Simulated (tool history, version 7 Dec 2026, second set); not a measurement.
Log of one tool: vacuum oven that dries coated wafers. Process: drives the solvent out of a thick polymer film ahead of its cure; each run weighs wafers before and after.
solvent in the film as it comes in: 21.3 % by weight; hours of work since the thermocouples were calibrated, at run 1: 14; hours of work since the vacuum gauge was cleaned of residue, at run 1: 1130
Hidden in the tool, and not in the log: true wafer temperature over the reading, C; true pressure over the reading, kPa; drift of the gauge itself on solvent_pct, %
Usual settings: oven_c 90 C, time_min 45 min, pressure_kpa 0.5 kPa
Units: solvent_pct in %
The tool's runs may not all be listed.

| run | day | oven_c | time_min | pressure_kpa | hours of work since the thermocouples were calibrated | hours of work since the vacuum gauge was cleaned of residue | solvent_pct |
|---|---|---|---|---|---|---|---|
| 1 | 0 | 90 | 45 | 0.5 | 14 | 1130 | 4.86 |
| 2 | 1.921 | 90 | 45 | 0.352 | 39 | 1155 | 4.83 |
| 3 | 3.242 | 90 | 45 | 0.352 | 57 | 1173 | 4.89 |
| 4 | 5.65 | 90 | 45 | 0.352 | 88 | 1204 | 4.81 |
| 5 | 6.746 | 90 | 45 | 0.352 | 102 | 1218 | 4.81 |
| 6 | 8.483 | 90 | 45 | 0.352 | 125 | 1241 | 4.81 |
| 7 | 10.192 | 90 | 45 | 0.5 | 147 | 1263 | 4.93 |
| 8 | 11.538 | 90 | 45 | 0.5 | 165 | 1281 | 4.82 |
| 9 | 13.333 | 90 | 45 | 0.5 | 188 | 1304 | 5.04 |
| 10 | 15.638 | 90 | 45 | 0.5 | 218 | 1335 | 5 |
| 11 | 17.45 | 90 | 45 | 0.5 | 242 | 1358 | 4.89 |
| 12 | 19.158 | 90 | 45 | 0.5 | 264 | 1381 | 5.03 |
| 13 | 20.204 | 90 | 45 | 0.5 | 278 | 1394 | 5.13 |
| 14 | 21.421 | 90 | 45 | 0.898 | 294 | 1410 | 5.19 |
| 15 | 22.525 | 79 | 45 | 0.5 | 308 | 1424 | 9.56 |
| 16 | 23.833 | 90 | 45 | 1.91 | 325 | 1442 | 5.64 |
| 17 | 25.342 | 90 | 45 | 0.5 | 345 | 1461 | 5.22 |
| 18 | 27.762 | 90 | 45 | 0.5 | 377 | 1493 | 5.25 |
| 19 | 29.4 | 90 | 45 | 0.5 | 398 | 1514 | 5.14 |
| 20 | 31.179 | 90 | 45 | 0.5 | 421 | 1537 | 5.16 |
| 21 | 33 | 103 | 45 | 0.5 | 445 | 1561 | 1.35 |
| 22 | 34.833 | 103 | 45 | 0.5 | 469 | 1585 | 1.39 |
| 23 | 36.046 | 103 | 45 | 0.5 | 485 | 1601 | 1.34 |
| 24 | 37.971 | 103 | 46 | 1.584 | 510 | 1626 | 1.64 |
| 25 | 39.538 | 84 | 74 | 0.559 | 530 | 1647 | 4.73 |
| 26 | 41.962 | 97 | 59 | 0.559 | 562 | 1678 | 1.82 |
| 27 | 43.392 | 104 | 80 | 0.274 | 581 | 1697 | 0.46 |
| 28 | 44.629 | 92 | 24 | 0.274 | 597 | 1713 | 8.34 |

Forecast run 29:
| 29 | 46.062 | 90 | 45 | 0.445 | 616 | 1732 | ? |

{"run 29": {"solvent_pct": 5.41}}
Without the tool's hidden state the same run would have given solvent_pct 4.69 %.

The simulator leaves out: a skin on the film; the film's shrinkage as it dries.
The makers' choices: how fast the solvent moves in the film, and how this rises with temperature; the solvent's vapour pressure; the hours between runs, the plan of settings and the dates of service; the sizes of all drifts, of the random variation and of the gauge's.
